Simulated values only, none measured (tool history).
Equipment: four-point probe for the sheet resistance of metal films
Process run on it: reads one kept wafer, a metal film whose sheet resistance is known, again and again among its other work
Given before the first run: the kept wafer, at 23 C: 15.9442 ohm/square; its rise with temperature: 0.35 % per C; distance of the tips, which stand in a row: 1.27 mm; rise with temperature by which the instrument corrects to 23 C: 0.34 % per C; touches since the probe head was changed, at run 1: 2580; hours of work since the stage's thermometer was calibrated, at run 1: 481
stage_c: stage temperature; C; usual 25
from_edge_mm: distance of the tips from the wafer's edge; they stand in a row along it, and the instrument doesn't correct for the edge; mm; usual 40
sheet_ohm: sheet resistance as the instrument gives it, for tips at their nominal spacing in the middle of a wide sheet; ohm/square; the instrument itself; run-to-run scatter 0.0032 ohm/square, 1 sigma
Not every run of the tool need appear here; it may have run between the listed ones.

run   hour  stage_c  from_edge_mm  touches since the probe head was changed  hours of work since the stage's thermometer was calibrated  sheet_ohm
  1    0.0       25            40                                      2580                                                         481  15.953602
  2   89.9       25            40                                      4119                                                         518  15.948586
  3  141.3       25            40                                      5000                                                         539  15.949281
  4  200.2       25            40                                      6009                                                         563  15.943652
  5  273.4       25            40                                      7262                                                         594  15.941993
  6  350.0       25            40                                      8574                                                         625  15.948132
  7  441.2       25            40                                     10137                                                         663  15.942843
  8  526.5       25            40                                     11597                                                         698  15.945784
  9  612.9       25            38                                     13077                                                         733  15.945209
 10  676.6       34            38                                     14169                                                         760  15.944594
 11  733.1       34            49                                     15136                                                         783  15.946176

A few steps of sheet_ohm between consecutive runs. Split each: what settings, incoming material and random variation would produce without the hidden state, and what is left over for the hidden state, along with gauge scatter present in only one of the two compared results (measured, and without hidden state):
The tool's hidden condition here consists of: inner tips' distance over the nominal, %; tips' flats over new ones', %; wafer's true temperature over the reading, C; drift of the gauge itself on sheet_ohm, %.
Run 5 -> 6: no setting touched and nothing written in the log between the runs. sheet_ohm +0.006139 ohm/square: hidden state -0.000993, all else +0.007132.
Run 8 -> 9: from_edge_mm 40 -> 38. sheet_ohm -0.000575 ohm/square: hidden state -0.001252, all else +0.000677.

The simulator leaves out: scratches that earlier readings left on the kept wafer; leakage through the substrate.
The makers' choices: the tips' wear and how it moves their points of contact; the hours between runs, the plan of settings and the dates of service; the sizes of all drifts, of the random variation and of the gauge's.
